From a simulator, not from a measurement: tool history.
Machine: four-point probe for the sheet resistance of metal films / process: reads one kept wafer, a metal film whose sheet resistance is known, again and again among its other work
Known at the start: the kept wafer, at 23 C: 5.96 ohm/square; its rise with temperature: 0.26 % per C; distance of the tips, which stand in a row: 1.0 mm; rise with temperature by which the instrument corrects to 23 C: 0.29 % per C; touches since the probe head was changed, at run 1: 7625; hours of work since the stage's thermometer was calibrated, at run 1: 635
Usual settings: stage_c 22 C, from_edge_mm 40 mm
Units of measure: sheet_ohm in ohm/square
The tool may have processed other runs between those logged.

run     day  stage_c  from_edge_mm  touches since the probe head was changed  hours of work since the stage's thermometer was calibrated  sheet_ohm
  1       0       22            40                                      7625                                                         635   5.931637
  2   0.842       22            40                                      7901                                                         647   5.931606
  3   1.583       22            40                                      8144                                                         657   5.932098
  4    2.35       22            40                                      8396                                                         667   5.932353
  5   2.804       22            40                                      8545                                                         674   5.931705
  6   3.667       22            40                                      8828                                                         685   5.932353
  7   4.379       22            40                                      9061                                                         695   5.931455
  8   5.029       22             4                                      9275                                                         704   6.122859
  9   5.667       22             4                                      9484                                                         713    6.12334
 10   6.458       21            40                                      9744                                                         723   5.935656
 11   7.288       22            40                                     10015                                                         735   5.931955
 12    7.75       22             7                                     10167                                                         741   5.995153
 13   8.321       22             7                                     10355                                                         749   5.992612
 14   9.196       22            41                                     10642                                                         761    5.93046
 15   9.929       34             8                                     10882                                                         771    5.96381
 16  10.525       26            43                                     11077                                                         779   5.927002
 17  11.188       18             4                                     11295                                                         788   6.124934
 18  11.783       34             6                                     11491                                                         796   6.000113
 19  12.558       34             6                                     11744                                                         807   6.001362
 20  13.229       27            57                                     11965                                                         816   5.921589
 21  14.058       23             6                                     12237                                                         827   6.015473
 22  14.533       20            31                                     12393                                                         833   5.934565
 23  15.383       32            40                                     12671                                                         845   5.915657

5 ways to go on from here, each from the tool as it stands after run 23. What would each give?
  A  16.138       26            30                                     12918                                                         855          ?
  B  16.138       21            10                                     12918                                                         855          ?
  C  16.138       33            40                                     12918                                                         855          ?
  D  16.138       30            66                                     12918                                                         855          ?
  E  16.138       26            75                                     12918                                                         855          ?

run  sheet_ohm
  A    5.92256
  B   5.961079
  C   5.915383
  D   5.916651
  E   5.922824
With the hidden condition removed and each run's random variation left untouched, the same runs would have given:
run  sheet_ohm
  A   5.956821
  B   5.995596
  C   5.949544
  D   5.950845
  E   5.957088

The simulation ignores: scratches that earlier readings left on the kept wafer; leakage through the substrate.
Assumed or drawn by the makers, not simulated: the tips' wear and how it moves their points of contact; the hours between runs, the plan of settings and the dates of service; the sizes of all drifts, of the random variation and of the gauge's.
